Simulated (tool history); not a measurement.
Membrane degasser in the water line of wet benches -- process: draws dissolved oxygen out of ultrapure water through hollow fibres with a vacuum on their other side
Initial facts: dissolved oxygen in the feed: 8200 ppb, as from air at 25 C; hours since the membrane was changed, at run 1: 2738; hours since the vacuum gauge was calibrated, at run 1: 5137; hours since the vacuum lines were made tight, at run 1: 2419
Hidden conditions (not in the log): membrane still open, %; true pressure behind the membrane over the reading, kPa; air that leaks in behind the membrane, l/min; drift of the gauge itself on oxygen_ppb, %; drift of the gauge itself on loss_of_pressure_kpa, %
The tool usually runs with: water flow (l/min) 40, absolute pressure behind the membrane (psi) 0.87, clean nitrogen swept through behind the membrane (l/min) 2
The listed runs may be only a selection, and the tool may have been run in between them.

| run | day | water flow (l/min) | absolute pressure behind the membrane (psi) | clean nitrogen swept through behind the membrane (l/min) | hours since the membrane was changed | hours since the vacuum gauge was calibrated | hours since the vacuum lines were made tight | dissolved oxygen in the water behind the degasser (ppb) | pressure that the water loses in the fibres (psi) |
|---|---|---|---|---|---|---|---|---|---|
| 1 | 0 | 40 | 0.87 | 2 | 2738 | 5137 | 2419 | 248.2 | 3.777 |
| 2 | 2.571 | 40 | 0.87 | 2 | 2800 | 5199 | 2481 | 248.4 | 3.799 |
| 3 | 6.254 | 40 | 0.87 | 2 | 2888 | 5287 | 2569 | 245 | 3.828 |
| 4 | 10.254 | 40 | 0.87 | 2 | 2984 | 5383 | 2665 | 248.7 | 3.785 |
| 5 | 12.446 | 60 | 0.87 | 2 | 3037 | 5436 | 2718 | 498.3 | 5.735 |
| 6 | 15.717 | 40 | 0.87 | 2 | 3115 | 5515 | 2796 | 247.1 | 3.83 |
| 7 | 20.462 | 40 | 0.87 | 4.33 | 3229 | 5628 | 2910 | 183.3 | 3.793 |
| 8 | 24.167 | 40 | 0.87 | 4.33 | 3318 | 5717 | 2999 | 184.2 | 3.81 |
| 9 | 27.425 | 40 | 0.87 | 2 | 3396 | 5796 | 3077 | 249.6 | 3.871 |
| 10 | 29.746 | 40 | 0.87 | 2 | 3452 | 5851 | 3133 | 251.7 | 3.858 |
| 11 | 32.858 | 40 | 1.899 | 2 | 3527 | 5926 | 3208 | 532 | 3.813 |
| 12 | 37.708 | 40 | 0.693 | 1.36 | 3643 | 6042 | 3324 | 228.5 | 3.822 |
| 13 | 40.958 | 34 | 1.964 | 2.67 | 3721 | 6120 | 3402 | 370.2 | 3.244 |
| 14 | 42.983 | 34 | 1.964 | 2.67 | 3770 | 6169 | 3451 | 368.2 | 3.305 |
| 15 | 45.542 | 40 | 2.144 | 5.58 | 3831 | 6230 | 3512 | 317.2 | 3.843 |
| 16 | 48.367 | 40 | 0.686 | 3.44 | 3899 | 6298 | 3580 | 167.9 | 3.803 |
| 17 | 51.325 | 34 | 0.686 | 3.9 | 3970 | 6369 | 3651 | 110.5 | 3.258 |

Run 18, settings as shown, results not yet in. Your forecast:
| 18 | 54.012 | 34 | 1.42 | 0.8 | 4034 | 6434 | 3715 | ? | ? |

{"run 18": {"dissolved oxygen in the water behind the degasser (ppb)": 611.6, "pressure that the water loses in the fibres (psi)": 3.23}}
With the hidden condition absent and the run-to-run variation left alone, this run would have shown dissolved oxygen in the water behind the degasser (ppb) 589.8, pressure that the water loses in the fibres (psi) 3.147.

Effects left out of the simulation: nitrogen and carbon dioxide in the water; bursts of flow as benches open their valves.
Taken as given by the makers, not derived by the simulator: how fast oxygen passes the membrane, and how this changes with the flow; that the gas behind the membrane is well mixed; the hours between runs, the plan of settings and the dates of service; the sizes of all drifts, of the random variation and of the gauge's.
